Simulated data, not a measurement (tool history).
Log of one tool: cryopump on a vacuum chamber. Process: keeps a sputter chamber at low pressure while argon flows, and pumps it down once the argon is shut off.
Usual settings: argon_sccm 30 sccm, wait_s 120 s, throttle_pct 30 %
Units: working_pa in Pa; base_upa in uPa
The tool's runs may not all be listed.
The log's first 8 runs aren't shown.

run	hour	argon_sccm	wait_s	throttle_pct	working_pa	base_upa
9	98.3	58	120	30	0.1621	1.19
10	114	58	120	30	0.1621	1.23
11	121.4	30	120	30	0.0845	1.21
12	129.1	30	120	30	0.0849	1.22
13	138.8	30	120	30	0.0838	1.23
14	152.5	30	92	30	0.0849	1.41
15	164.4	30	92	30	0.0837	1.43
16	173.7	30	92	30	0.0834	1.39
17	191.1	19	120	30	0.0527	1.24
18	207.5	19	120	30	0.054	1.25
19	222.8	59	41	16	0.3049	2.33
20	230.4	54	32	30	0.1523	2.93
21	243.2	54	32	30	0.1529	2.86
22	257.6	36	120	45	0.0678	1.28
23	269.2	36	120	45	0.0689	1.24
24	285.2	36	120	45	0.0691	1.25
25	295.5	39	290	30	0.1108	0.91
26	313	16	30	36	0.0382	3.11
27	329.2	16	30	36	0.0379	3.11
28	336.4	16	30	36	0.0383	3.12
29	344.4	16	30	36	0.0382	3.06
30	359.3	58	84	30	0.1634	1.49

4 ways to go on from here, each from the tool as it stands after run 30. What would each give?
A	376.7	29	84	35	?	?
B	376.7	30	120	20	?	?
C	376.7	41	37	27	?	?
D	376.7	58	84	22	?	?

run	working_pa	base_upa
A	0.0713	1.55
B	0.1272	1.24
C	0.1275	2.59
D	0.2209	1.53
Without the tool's hidden state the same runs would have given:
run	working_pa	base_upa
A	0.0684	1.04
B	0.1243	0.74
C	0.1235	2.09
D	0.2153	1.03
